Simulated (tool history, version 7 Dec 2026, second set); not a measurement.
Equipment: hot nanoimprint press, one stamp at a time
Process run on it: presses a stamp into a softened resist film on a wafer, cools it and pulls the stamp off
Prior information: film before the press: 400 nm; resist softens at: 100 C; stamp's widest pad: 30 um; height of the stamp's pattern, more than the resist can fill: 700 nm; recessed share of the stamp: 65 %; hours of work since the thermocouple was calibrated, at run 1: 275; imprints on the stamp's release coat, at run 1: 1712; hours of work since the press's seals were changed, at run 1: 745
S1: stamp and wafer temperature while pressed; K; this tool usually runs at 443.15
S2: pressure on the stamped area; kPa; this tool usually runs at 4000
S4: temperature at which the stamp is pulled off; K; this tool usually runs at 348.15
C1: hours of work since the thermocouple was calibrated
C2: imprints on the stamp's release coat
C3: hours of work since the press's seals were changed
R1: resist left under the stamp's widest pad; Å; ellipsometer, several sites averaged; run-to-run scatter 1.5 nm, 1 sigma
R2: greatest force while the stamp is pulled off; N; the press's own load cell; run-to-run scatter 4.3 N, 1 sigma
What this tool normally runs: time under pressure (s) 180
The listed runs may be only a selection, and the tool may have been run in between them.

run 1 day=0.000 | S1=443.15 S2=4000 time_under_pressure_(s)=180 S4=348.15 | C1=275 C2=1712 C3=745 | R1=2477 R2=276
run 2 day=1.479 | S1=443.15 S2=4000 time_under_pressure_(s)=180 S4=348.15 | C1=292 C2=1814 C3=762 | R1=2474 R2=289
run 3 day=2.921 | S1=445.15 S2=4000 time_under_pressure_(s)=180 S4=348.15 | C1=308 C2=1913 C3=778 | R1=2356 R2=296
run 4 day=3.983 | S1=443.15 S2=4000 time_under_pressure_(s)=180 S4=348.15 | C1=320 C2=1986 C3=789 | R1=2498 R2=295
-- day=5.512 stamp cleaned and given a new release coat
run 5 day=5.879 | S1=443.15 S2=4000 time_under_pressure_(s)=180 S4=348.15 | C1=338 C2=25 C3=807 | R1=2497 R2=207
run 6 day=6.612 | S1=443.15 S2=4000 time_under_pressure_(s)=180 S4=348.15 | C1=346 C2=75 C3=816 | R1=2488 R2=217
run 7 day=8.162 | S1=446.15 S2=4000 time_under_pressure_(s)=180 S4=348.15 | C1=363 C2=182 C3=833 | R1=2327 R2=228
run 8 day=9.083 | S1=446.15 S2=4000 time_under_pressure_(s)=180 S4=348.15 | C1=373 C2=245 C3=843 | R1=2324 R2=212
run 9 day=10.875 | S1=443.15 S2=4000 time_under_pressure_(s)=180 S4=348.15 | C1=393 C2=368 C3=863 | R1=2496 R2=225
run 10 day=12.358 | S1=443.15 S2=4000 time_under_pressure_(s)=180 S4=348.15 | C1=409 C2=470 C3=879 | R1=2545 R2=229
-- day=13.983 plate thermocouple calibrated
run 11 day=13.992 | S1=443.15 S2=4000 time_under_pressure_(s)=180 S4=348.15 | C1=0 C2=574 C3=896 | R1=2521 R2=237
run 12 day=14.812 | S1=443.15 S2=5260 time_under_pressure_(s)=180 S4=348.15 | C1=9 C2=630 C3=905 | R1=2256 R2=236
run 13 day=15.992 | S1=443.15 S2=5260 time_under_pressure_(s)=180 S4=348.15 | C1=22 C2=711 C3=918 | R1=2277 R2=241
run 14 day=17.404 | S1=439.15 S2=5260 time_under_pressure_(s)=180 S4=352.15 | C1=38 C2=808 C3=933 | R1=2517 R2=230
run 15 day=18.742 | S1=449.15 S2=3840 time_under_pressure_(s)=201 S4=343.15 | C1=53 C2=900 C3=948 | R1=2164 R2=261
-- day=19.517 plate thermocouple calibrated, once more
run 16 day=19.992 | S1=431.15 S2=3840 time_under_pressure_(s)=128 S4=343.15 | C1=5 C2=978 C3=961 | R1=3349 R2=266
run 17 day=21.067 | S1=450.15 S2=3840 time_under_pressure_(s)=128 S4=351.15 | C1=17 C2=1051 C3=973 | R1=2308 R2=242
run 18 day=21.938 | S1=450.15 S2=3840 time_under_pressure_(s)=128 S4=351.15 | C1=27 C2=1111 C3=982 | R1=2316 R2=245
run 19 day=22.679 | S1=450.15 S2=3840 time_under_pressure_(s)=128 S4=351.15 | C1=35 C2=1162 C3=990 | R1=2314 R2=252
run 20 day=23.988 | S1=443.15 S2=2410 time_under_pressure_(s)=358 S4=348.15 | C1=49 C2=1252 C3=1005 | R1=2531 R2=258
run 21 day=24.867 | S1=443.15 S2=4000 time_under_pressure_(s)=95 S4=348.15 | C1=59 C2=1312 C3=1015 | R1=2893 R2=266
run 22 day=26.329 | S1=443.15 S2=4000 time_under_pressure_(s)=95 S4=348.15 | C1=75 C2=1413 C3=1031 | R1=2878 R2=270
run 23 day=27.800 | S1=451.15 S2=2640 time_under_pressure_(s)=342 S4=344.15 | C1=92 C2=1514 C3=1047 | R1=2018 R2=291
run 24 day=29.588 | S1=451.15 S2=2640 time_under_pressure_(s)=155 S4=337.15 | C1=111 C2=1637 C3=1067 | R1=2538 R2=318
run 25 day=31.008 | S1=451.15 S2=4620 time_under_pressure_(s)=139 S4=337.15 | C1=127 C2=1734 C3=1083 | R1=2075 R2=322
run 26 day=32.142 | S1=451.15 S2=4620 time_under_pressure_(s)=139 S4=337.15 | C1=140 C2=1812 C3=1095 | R1=2080 R2=322

Branching from run 26: 5 alternative next runs. What would each branch give?
run A day=33.692 | S1=454.15 S2=4030 time_under_pressure_(s)=302 S4=337.15 | C1=157 C2=1919 C3=1112 | R1=? R2=?
run B day=33.692 | S1=444.15 S2=5930 time_under_pressure_(s)=180 S4=337.15 | C1=157 C2=1919 C3=1112 | R1=? R2=?
run C day=33.692 | S1=443.15 S2=4000 time_under_pressure_(s)=180 S4=348.15 | C1=157 C2=1919 C3=1112 | R1=? R2=?
run D day=33.692 | S1=451.15 S2=4620 time_under_pressure_(s)=139 S4=350.15 | C1=157 C2=1919 C3=1112 | R1=? R2=?
run E day=33.692 | S1=443.15 S2=3040 time_under_pressure_(s)=180 S4=348.15 | C1=157 C2=1919 C3=1112 | R1=? R2=?

run=A R1=1599 R2=330
run=B R1=2074 R2=331
run=C R1=2500 R2=290
run=D R1=2086 R2=279
run=E R1=2749 R2=285
With the hidden condition removed and each run's random variation left untouched, the same runs would have given:
run=A R1=1473 R2=235
run=B R1=1865 R2=236
run=C R1=2335 R2=206
run=D R1=1918 R2=198
run=E R1=2615 R2=203
